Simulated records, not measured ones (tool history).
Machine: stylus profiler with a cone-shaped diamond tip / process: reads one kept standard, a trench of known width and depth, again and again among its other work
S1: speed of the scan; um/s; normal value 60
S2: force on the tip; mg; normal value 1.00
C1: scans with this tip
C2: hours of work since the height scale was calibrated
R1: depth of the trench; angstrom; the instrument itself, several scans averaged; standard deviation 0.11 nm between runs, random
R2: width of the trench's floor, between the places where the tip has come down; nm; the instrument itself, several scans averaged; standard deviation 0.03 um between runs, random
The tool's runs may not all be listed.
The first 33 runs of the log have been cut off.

Run 34, hour 3292.7: usual settings but S1 41 um/s, S2 2.05 mg; C1 26999; C2 724. Result: R1 2030.5 angstrom, R2 17110 nm.
Run 35, hour 3407.6: usual settings but S1 41 um/s, S2 2.05 mg; C1 27554; C2 775. Result: R1 2030.4 angstrom, R2 17080 nm.
Run 36, hour 3465.5: usual settings but S1 16 um/s, S2 0.81 mg; C1 27834; C2 800. Result: R1 2020.7 angstrom, R2 17130 nm.
Run 37, hour 3521.6: usual settings but S1 20 um/s, S2 1.71 mg; C1 28105; C2 825. Result: R1 2027.2 angstrom, R2 17170 nm.
Run 38, hour 3612.2: usual settings but S1 152 um/s, S2 2.41 mg; C1 28542; C2 865. Result: R1 2033.2 angstrom, R2 16520 nm.
Run 39, hour 3745.4: usual settings but S1 152 um/s, S2 2.41 mg; C1 29186; C2 923. Result: R1 2033.5 angstrom, R2 16470 nm.
Run 40, hour 3870.6: usual settings but S1 189 um/s, S2 2.27 mg; C1 29790; C2 978. Result: R1 2032.1 angstrom, R2 16240 nm.
Run 41, hour 3995.9: usual settings but S1 62 um/s; C1 30396; C2 1034. Result: R1 2024.6 angstrom, R2 16760 nm.
Run 42, hour 4084.1: usual settings but S1 119 um/s, S2 0.78 mg; C1 30822; C2 1073. Result: R1 2021.0 angstrom, R2 16160 nm.
Run 43, hour 4191.4: usual settings but S1 86 um/s, S2 2.44 mg; C1 31340; C2 1120. Result: R1 2038.3 angstrom, R2 16760 nm.
Run 44, hour 4323.8: usual settings but S1 86 um/s, S2 2.44 mg; C1 31980; C2 1178. Result: R1 2038.0 angstrom, R2 16780 nm.
Run 45, hour 4414.1: usual settings but S2 0.80 mg; C1 32416; C2 1218. Result: R1 2023.7 angstrom, R2 16670 nm.
Run 46, hour 4488.7: usual settings but S1 155 um/s, S2 1.62 mg; C1 32776; C2 1251. Result: R1 2032.2 angstrom, R2 16240 nm.

Consider 4 possible next runs. They are alternatives, not a sequence: every one starts from the tool as it was left by run 46. What does each give?
Run A, hour 4591.6: usual settings but S1 229 um/s; C1 33273; C2 1296. Result: R1 ?, R2 ?.
Run B, hour 4591.6: usual settings but S1 54 um/s, S2 1.32 mg; C1 33273; C2 1296. Result: R1 ?, R2 ?.
Run C, hour 4591.6: usual settings but S1 234 um/s, S2 0.34 mg; C1 33273; C2 1296. Result: R1 ?, R2 ?.
Run D, hour 4591.6: usual settings but S1 222 um/s, S2 1.41 mg; C1 33273; C2 1296. Result: R1 ?, R2 ?.

run      R1     R2
  A  2024.8  15340
  B  2027.3  16790
  C  2018.2  14040
  D  2029.3  15720
Stripped of hidden state, with their random variation kept, the same runs would have yielded:
run      R1     R2
  A  2012.8  16220
  B  2015.3  17670
  C  2006.2  14920
  D  2017.3  16600
